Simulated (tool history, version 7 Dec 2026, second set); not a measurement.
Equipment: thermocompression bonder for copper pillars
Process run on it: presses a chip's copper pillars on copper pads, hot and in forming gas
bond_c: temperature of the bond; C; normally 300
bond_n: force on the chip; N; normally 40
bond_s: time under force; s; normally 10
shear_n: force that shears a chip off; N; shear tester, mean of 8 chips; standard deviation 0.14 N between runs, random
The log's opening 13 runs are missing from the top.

-- day=35.221 forming gas filter changed
run 14 day=36.796 | bond_c=300 bond_n=40 bond_s=17 | shear_n=52.2
run 15 day=40.45 | bond_c=300 bond_n=43 bond_s=10 | shear_n=45.5
run 16 day=41.954 | bond_c=311 bond_n=40 bond_s=10 | shear_n=48.9
run 17 day=43.908 | bond_c=311 bond_n=40 bond_s=10 | shear_n=48.8
run 18 day=46.733 | bond_c=311 bond_n=40 bond_s=10 | shear_n=49.2
run 19 day=50.354 | bond_c=307 bond_n=40 bond_s=10 | shear_n=47.2
run 20 day=52.904 | bond_c=300 bond_n=32 bond_s=10 | shear_n=40.2
run 21 day=55.083 | bond_c=300 bond_n=32 bond_s=10 | shear_n=40
run 22 day=57.571 | bond_c=300 bond_n=28 bond_s=10 | shear_n=37.7
run 23 day=61.179 | bond_c=300 bond_n=28 bond_s=10 | shear_n=37.8
-- day=64.779 heater calibrated with a thermocouple chip
run 24 day=64.779 | bond_c=300 bond_n=28 bond_s=10 | shear_n=37.8
run 25 day=66.979 | bond_c=299 bond_n=41 bond_s=10 | shear_n=43.8

For run 26, what comes out?
run 26 day=69.55 | bond_c=320 bond_n=44 bond_s=7 | shear_n=?

Run 26 produced shear_n 49.3 N.
Without the tool's hidden state the same run would have given shear_n 49.3 N.
